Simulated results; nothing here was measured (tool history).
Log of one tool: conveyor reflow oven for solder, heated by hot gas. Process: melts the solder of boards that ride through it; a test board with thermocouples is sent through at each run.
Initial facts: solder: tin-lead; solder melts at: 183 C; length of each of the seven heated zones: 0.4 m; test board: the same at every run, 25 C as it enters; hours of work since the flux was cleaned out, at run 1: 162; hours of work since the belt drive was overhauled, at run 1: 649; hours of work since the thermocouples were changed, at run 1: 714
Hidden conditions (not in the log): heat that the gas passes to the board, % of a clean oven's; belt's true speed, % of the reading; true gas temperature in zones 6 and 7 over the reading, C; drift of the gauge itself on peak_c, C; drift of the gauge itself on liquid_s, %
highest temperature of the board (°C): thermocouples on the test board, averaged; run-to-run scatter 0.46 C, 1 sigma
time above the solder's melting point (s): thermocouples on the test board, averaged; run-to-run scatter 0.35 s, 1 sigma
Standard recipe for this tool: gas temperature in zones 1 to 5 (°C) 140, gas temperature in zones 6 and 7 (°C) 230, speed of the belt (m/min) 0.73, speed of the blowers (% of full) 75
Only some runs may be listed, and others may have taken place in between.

| run | hour | gas temperature in zones 1 to 5 (°C) | gas temperature in zones 6 and 7 (°C) | speed of the belt (m/min) | speed of the blowers (% of full) | hours of work since the flux was cleaned out | hours of work since the belt drive was overhauled | hours of work since the thermocouples were changed | highest temperature of the board (°C) | time above the solder's melting point (s) |
|---|---|---|---|---|---|---|---|---|---|---|
| 1 | 0 | 140 | 230 | 0.73 | 75 | 162 | 649 | 714 | 214 | 48.2 |
| 2 | 29.8 | 140 | 237 | 0.73 | 75 | 185 | 671 | 737 | 219.1 | 51.8 |
| 3 | 47.4 | 140 | 230 | 0.73 | 75 | 198 | 685 | 750 | 212.7 | 47.8 |
| 4 | 61.7 | 140 | 230 | 0.738 | 75 | 209 | 696 | 761 | 212.5 | 46.9 |
| 5 | 75.7 | 140 | 245 | 0.73 | 75 | 220 | 706 | 772 | 226 | 55.4 |
|  | 81.3 | belt drive overhauled, speed set with a stopwatch |
| 6 | 112 | 140 | 239 | 0.73 | 75 | 244 | 23 | 796 | 221.5 | 53.5 |
| 7 | 141.1 | 140 | 239 | 0.618 | 75 | 266 | 46 | 818 | 225.7 | 66.8 |
| 8 | 166.7 | 131 | 230 | 0.73 | 67 | 286 | 65 | 838 | 209.2 | 42.3 |
| 9 | 188.9 | 129 | 235 | 0.73 | 83 | 303 | 82 | 855 | 216 | 47.2 |
| 10 | 219.6 | 129 | 235 | 0.689 | 63 | 326 | 105 | 878 | 213.3 | 47.8 |
| 11 | 233.7 | 140 | 225 | 0.73 | 79 | 337 | 116 | 889 | 209.9 | 43.9 |
|  | 255 | flux residue cleaned out of gas plates and filters |
| 12 | 259.8 | 150 | 236 | 0.73 | 75 | 4 | 132 | 905 | 220.7 | 57.5 |

Hidden state at the last listed run before each entry between runs and at the first one after, where it differs:
In the gap between runs 5 and 6: belt drive overhauled, speed set with a stopwatch (hour 81.3)
  heat that the gas passes to the board, % of a clean oven's: 91.4 -> 90.5; belt's true speed, % of the reading: 98.99 -> 98.54; true gas temperature in zones 6 and 7 over the reading, C: -2.6 -> -2.69
  what was measured, less what the result would be without the hidden state, highest temperature of the board (°C): -4.2 -> -4.3; time above the solder's melting point (s): -1.5 -> -1.8
In the gap between runs 11 and 12: flux residue cleaned out of gas plates and filters (hour 255)
  heat that the gas passes to the board, % of a clean oven's: 87 -> 99.3; belt's true speed, % of the reading: 98.41 -> 98.39; true gas temperature in zones 6 and 7 over the reading, C: -3.03 -> -3.08
  what was measured, less what the result would be without the hidden state, highest temperature of the board (°C): -5.2 -> -2.5; time above the solder's melting point (s): -4 -> -0.2

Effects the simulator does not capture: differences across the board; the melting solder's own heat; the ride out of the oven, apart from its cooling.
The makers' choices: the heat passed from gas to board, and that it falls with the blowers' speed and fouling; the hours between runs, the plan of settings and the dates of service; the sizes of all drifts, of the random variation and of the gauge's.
